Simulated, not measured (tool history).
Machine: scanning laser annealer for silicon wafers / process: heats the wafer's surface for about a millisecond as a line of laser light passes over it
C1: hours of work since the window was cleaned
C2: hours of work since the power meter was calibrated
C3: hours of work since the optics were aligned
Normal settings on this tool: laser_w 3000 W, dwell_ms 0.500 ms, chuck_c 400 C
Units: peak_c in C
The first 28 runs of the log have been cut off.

run 29 hour=810.9 | laser_w=2641 dwell_ms=0.500 chuck_c=370 | C1=43 C2=698 C3=367 | peak_c=1024
run 30 hour=841.5 | laser_w=3162 dwell_ms=0.406 chuck_c=388 | C1=57 C2=712 C3=381 | peak_c=1114
run 31 hour=875.3 | laser_w=3038 dwell_ms=0.552 chuck_c=388 | C1=72 C2=727 C3=396 | peak_c=1203
run 32 hour=905.8 | laser_w=3038 dwell_ms=0.552 chuck_c=388 | C1=86 C2=741 C3=410 | peak_c=1200
run 33 hour=940.0 | laser_w=3000 dwell_ms=0.500 chuck_c=382 | C1=102 C2=757 C3=426 | peak_c=1143
run 34 hour=981.3 | laser_w=2553 dwell_ms=0.397 chuck_c=436 | C1=121 C2=776 C3=445 | peak_c=988
run 35 hour=1008.4 | laser_w=2553 dwell_ms=0.397 chuck_c=436 | C1=133 C2=788 C3=457 | peak_c=989
run 36 hour=1034.7 | laser_w=3181 dwell_ms=0.389 chuck_c=381 | C1=145 C2=801 C3=469 | peak_c=1090
run 37 hour=1055.1 | laser_w=3181 dwell_ms=0.389 chuck_c=381 | C1=155 C2=810 C3=479 | peak_c=1090
run 38 hour=1078.1 | laser_w=2720 dwell_ms=0.529 chuck_c=428 | C1=165 C2=820 C3=489 | peak_c=1120
run 39 hour=1115.7 | laser_w=2720 dwell_ms=0.529 chuck_c=428 | C1=183 C2=838 C3=506 | peak_c=1116
run 40 hour=1146.9 | laser_w=2720 dwell_ms=0.529 chuck_c=428 | C1=197 C2=852 C3=521 | peak_c=1116
run 41 hour=1178.3 | laser_w=2720 dwell_ms=0.529 chuck_c=428 | C1=211 C2=866 C3=535 | peak_c=1116
run 42 hour=1213.2 | laser_w=2613 dwell_ms=0.500 chuck_c=360 | C1=227 C2=882 C3=551 | peak_c=997

Consider 3 possible next runs. They are alternatives, not a sequence: every one starts from the tool as it was left by run 42. What does each give?
run A hour=1246.1 | laser_w=2935 dwell_ms=0.478 chuck_c=434 | C1=242 C2=897 C3=566 | peak_c=?
run B hour=1246.1 | laser_w=3232 dwell_ms=0.545 chuck_c=426 | C1=242 C2=897 C3=566 | peak_c=?
run C hour=1246.1 | laser_w=2661 dwell_ms=0.500 chuck_c=400 | C1=242 C2=897 C3=566 | peak_c=?

run=A peak_c=1142
run=B peak_c=1283
run=C peak_c=1050
Without the tool's unlogged condition, the same runs would have read:
run=A peak_c=1163
run=B peak_c=1307
run=C peak_c=1068
